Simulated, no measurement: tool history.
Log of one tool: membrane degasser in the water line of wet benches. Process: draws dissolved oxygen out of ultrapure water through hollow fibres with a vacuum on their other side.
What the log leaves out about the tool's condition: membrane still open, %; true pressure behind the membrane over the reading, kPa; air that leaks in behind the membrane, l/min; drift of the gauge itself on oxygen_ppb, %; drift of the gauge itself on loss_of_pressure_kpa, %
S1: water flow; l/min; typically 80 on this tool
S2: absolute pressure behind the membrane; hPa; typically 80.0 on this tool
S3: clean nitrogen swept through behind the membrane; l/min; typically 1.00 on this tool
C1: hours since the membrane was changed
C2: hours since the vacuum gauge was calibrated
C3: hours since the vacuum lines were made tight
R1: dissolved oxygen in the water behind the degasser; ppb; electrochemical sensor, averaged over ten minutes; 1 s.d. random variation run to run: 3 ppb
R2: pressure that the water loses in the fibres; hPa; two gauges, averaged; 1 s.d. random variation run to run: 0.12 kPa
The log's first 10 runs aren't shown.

{"run": 11, "day": 39.788, "S1": 80, "S2": 80.0, "S3": 0.55, "C1": 3767, "C2": 7101, "C3": 6386, "R1": 1158.2, "R2": 441.2}
{"day": 41.55, "done": "vacuum gauge calibrated"}
{"run": 12, "day": 45.271, "S1": 80, "S2": 80.0, "S3": 0.55, "C1": 3898, "C2": 89, "C3": 6517, "R1": 1175.6, "R2": 439.7}
{"run": 13, "day": 49.583, "S1": 80, "S2": 108.0, "S3": 1.0, "C1": 4001, "C2": 193, "C3": 6620, "R1": 1233.7, "R2": 436.5}
{"day": 52.754, "done": "vacuum gauge calibrated, once more"}
{"run": 14, "day": 53.442, "S1": 50, "S2": 80.0, "S3": 1.0, "C1": 4093, "C2": 17, "C3": 6713, "R1": 532.6, "R2": 275.9}
{"run": 15, "day": 56.267, "S1": 50, "S2": 80.0, "S3": 1.0, "C1": 4161, "C2": 84, "C3": 6780, "R1": 530.1, "R2": 275.3}
{"run": 16, "day": 61.65, "S1": 80, "S2": 80.0, "S3": 1.0, "C1": 4290, "C2": 214, "C3": 6910, "R1": 912.8, "R2": 439.7}
{"run": 17, "day": 67.483, "S1": 79, "S2": 104.1, "S3": 1.0, "C1": 4430, "C2": 354, "C3": 7050, "R1": 1159.1, "R2": 435.8}
{"run": 18, "day": 69.904, "S1": 80, "S2": 72.4, "S3": 1.56, "C1": 4488, "C2": 412, "C3": 7108, "R1": 699.1, "R2": 440.0}
{"run": 19, "day": 74.383, "S1": 80, "S2": 72.4, "S3": 1.56, "C1": 4596, "C2": 519, "C3": 7215, "R1": 696.8, "R2": 437.8}
{"run": 20, "day": 78.379, "S1": 80, "S2": 72.4, "S3": 1.56, "C1": 4692, "C2": 615, "C3": 7311, "R1": 701.8, "R2": 439.5}
{"run": 21, "day": 83.883, "S1": 80, "S2": 80.0, "S3": 1.69, "C1": 4824, "C2": 747, "C3": 7443, "R1": 741.8, "R2": 441.6}
{"day": 85.996, "done": "seals of the vacuum lines changed"}
{"run": 22, "day": 86.621, "S1": 80, "S2": 80.0, "S3": 1.69, "C1": 4888, "C2": 811, "C3": 15, "R1": 741.9, "R2": 440.9}
{"run": 23, "day": 92.046, "S1": 80, "S2": 80.0, "S3": 1.69, "C1": 5018, "C2": 941, "C3": 145, "R1": 740.7, "R2": 439.4}

Expected results for the next run?
{"run": 24, "day": 96.633, "S1": 80, "S2": 80.0, "S3": 2.88, "C1": 5128, "C2": 1051, "C3": 255, "R1": "?", "R2": "?"}

{"run 24": {"R1": 602.3, "R2": 439.7}}
Take away the tool's hidden state, keep the run-to-run variation as it was, and the same run would have given R1 584.7 ppb, R2 432.7 hPa.

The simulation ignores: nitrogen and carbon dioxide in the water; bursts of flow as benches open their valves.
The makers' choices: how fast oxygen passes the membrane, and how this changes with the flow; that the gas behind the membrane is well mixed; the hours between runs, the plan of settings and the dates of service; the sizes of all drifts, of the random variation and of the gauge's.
